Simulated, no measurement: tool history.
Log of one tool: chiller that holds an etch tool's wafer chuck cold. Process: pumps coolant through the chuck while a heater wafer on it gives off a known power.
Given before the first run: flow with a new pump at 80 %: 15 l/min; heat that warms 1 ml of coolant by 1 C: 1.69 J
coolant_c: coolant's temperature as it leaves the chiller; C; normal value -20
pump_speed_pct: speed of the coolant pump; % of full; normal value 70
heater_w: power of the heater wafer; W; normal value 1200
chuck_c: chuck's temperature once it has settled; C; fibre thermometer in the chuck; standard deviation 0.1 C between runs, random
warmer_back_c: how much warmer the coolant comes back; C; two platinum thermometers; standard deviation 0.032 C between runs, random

run 1 hour=0.0 | coolant_c=-20 pump_speed_pct=70 heater_w=1200 | chuck_c=-1.8 warmer_back_c=4.11
run 2 hour=93.0 | coolant_c=-20 pump_speed_pct=70 heater_w=1200 | chuck_c=-1.6 warmer_back_c=4.14
-- hour=131.1 coolant pump overhauled
run 3 hour=186.5 | coolant_c=-20 pump_speed_pct=70 heater_w=1200 | chuck_c=-4.1 warmer_back_c=3.29
run 4 hour=293.1 | coolant_c=-20 pump_speed_pct=70 heater_w=1200 | chuck_c=-3.8 warmer_back_c=3.29
run 5 hour=385.5 | coolant_c=-20 pump_speed_pct=70 heater_w=1200 | chuck_c=-3.9 warmer_back_c=3.28
-- hour=414.9 coolant changed, channels flushed
run 6 hour=495.3 | coolant_c=-20 pump_speed_pct=70 heater_w=1200 | chuck_c=-6.9 warmer_back_c=3.29
run 7 hour=580.4 | coolant_c=-20 pump_speed_pct=70 heater_w=1200 | chuck_c=-7.0 warmer_back_c=3.33
-- hour=713.7 chiller's thermometer calibrated
run 8 hour=715.6 | coolant_c=-20 pump_speed_pct=75 heater_w=1200 | chuck_c=-6.5 warmer_back_c=3.06
run 9 hour=786.0 | coolant_c=-20 pump_speed_pct=75 heater_w=1200 | chuck_c=-6.6 warmer_back_c=3.08
run 10 hour=929.9 | coolant_c=-19 pump_speed_pct=70 heater_w=1200 | chuck_c=-5.0 warmer_back_c=3.33
run 11 hour=1072.1 | coolant_c=-20 pump_speed_pct=70 heater_w=1200 | chuck_c=-5.8 warmer_back_c=3.35
run 12 hour=1139.8 | coolant_c=-20 pump_speed_pct=70 heater_w=1200 | chuck_c=-5.8 warmer_back_c=3.33
run 13 hour=1212.9 | coolant_c=-20 pump_speed_pct=74 heater_w=1200 | chuck_c=-6.2 warmer_back_c=3.23
run 14 hour=1315.3 | coolant_c=-20 pump_speed_pct=74 heater_w=1200 | chuck_c=-6.2 warmer_back_c=3.21
run 15 hour=1419.7 | coolant_c=-20 pump_speed_pct=79 heater_w=1200 | chuck_c=-6.8 warmer_back_c=3.01
run 16 hour=1542.3 | coolant_c=-20 pump_speed_pct=79 heater_w=1200 | chuck_c=-6.5 warmer_back_c=3.05
run 17 hour=1619.8 | coolant_c=-20 pump_speed_pct=79 heater_w=1200 | chuck_c=-6.5 warmer_back_c=3.06
run 18 hour=1736.7 | coolant_c=-11 pump_speed_pct=85 heater_w=909 | chuck_c=-1.1 warmer_back_c=2.14
run 19 hour=1852.9 | coolant_c=-14 pump_speed_pct=65 heater_w=765 | chuck_c=-4.4 warmer_back_c=2.41
run 20 hour=1974.6 | coolant_c=-24 pump_speed_pct=89 heater_w=1562 | chuck_c=-7.2 warmer_back_c=3.52
run 21 hour=2116.6 | coolant_c=-20 pump_speed_pct=81 heater_w=1351 | chuck_c=-4.4 warmer_back_c=3.39
run 22 hour=2239.5 | coolant_c=-20 pump_speed_pct=81 heater_w=1351 | chuck_c=-4.6 warmer_back_c=3.42
run 23 hour=2339.1 | coolant_c=-20 pump_speed_pct=81 heater_w=1351 | chuck_c=-4.4 warmer_back_c=3.46
run 24 hour=2420.0 | coolant_c=-26 pump_speed_pct=76 heater_w=931 | chuck_c=-14.9 warmer_back_c=2.55
run 25 hour=2493.2 | coolant_c=-26 pump_speed_pct=76 heater_w=931 | chuck_c=-14.9 warmer_back_c=2.54
run 26 hour=2590.0 | coolant_c=-26 pump_speed_pct=61 heater_w=1166 | chuck_c=-9.9 warmer_back_c=4.08
run 27 hour=2660.2 | coolant_c=-26 pump_speed_pct=61 heater_w=1166 | chuck_c=-9.9 warmer_back_c=4.01
run 28 hour=2799.1 | coolant_c=-22 pump_speed_pct=70 heater_w=737 | chuck_c=-12.7 warmer_back_c=2.20
run 29 hour=2901.3 | coolant_c=-22 pump_speed_pct=63 heater_w=737 | chuck_c=-12.0 warmer_back_c=2.50
run 30 hour=3024.2 | coolant_c=-22 pump_speed_pct=63 heater_w=737 | chuck_c=-11.8 warmer_back_c=2.44
run 31 hour=3113.3 | coolant_c=-22 pump_speed_pct=63 heater_w=737 | chuck_c=-11.7 warmer_back_c=2.52

Measured result minus the same run's result without the hidden state. Both carry the same run-to-run variation, though not necessarily the same gauge scatter:
What the log doesn't record here: heat passed by the chuck's channels, % of clean ones'; flow at a given pump speed, % of a new pump's; coolant's true temperature over the reading, C; drift of the gauge itself on chuck_c, C; drift of the gauge itself on warmer_back_c, C.
run=1 chuck_c=+4.7 warmer_back_c=+0.88
run=2 chuck_c=+4.9 warmer_back_c=+0.90
run=3 chuck_c=+2.5 warmer_back_c=+0.00
run=4 chuck_c=+2.6 warmer_back_c=+0.01
run=5 chuck_c=+2.7 warmer_back_c=+0.03
run=6 chuck_c=-0.5 warmer_back_c=+0.04
run=7 chuck_c=-0.5 warmer_back_c=+0.05
run=8 chuck_c=+0.4 warmer_back_c=+0.06
run=9 chuck_c=+0.4 warmer_back_c=+0.08
run=10 chuck_c=+0.6 warmer_back_c=+0.09
run=11 chuck_c=+0.7 warmer_back_c=+0.11
run=12 chuck_c=+0.7 warmer_back_c=+0.12
run=13 chuck_c=+0.7 warmer_back_c=+0.13
run=14 chuck_c=+0.8 warmer_back_c=+0.14
run=15 chuck_c=+0.8 warmer_back_c=+0.14
run=16 chuck_c=+0.9 warmer_back_c=+0.16
run=17 chuck_c=+1.0 warmer_back_c=+0.17
run=18 chuck_c=+0.6 warmer_back_c=+0.13
run=19 chuck_c=+0.7 warmer_back_c=+0.15
run=20 chuck_c=+1.5 warmer_back_c=+0.24
run=21 chuck_c=+1.5 warmer_back_c=+0.24
run=22 chuck_c=+1.6 warmer_back_c=+0.26
run=23 chuck_c=+1.7 warmer_back_c=+0.28
run=24 chuck_c=+1.1 warmer_back_c=+0.22
run=25 chuck_c=+1.2 warmer_back_c=+0.22
run=26 chuck_c=+2.0 warmer_back_c=+0.37
run=27 chuck_c=+2.0 warmer_back_c=+0.37
run=28 chuck_c=+1.0 warmer_back_c=+0.21
run=29 chuck_c=+1.2 warmer_back_c=+0.25
run=30 chuck_c=+1.2 warmer_back_c=+0.26
run=31 chuck_c=+1.3 warmer_back_c=+0.28
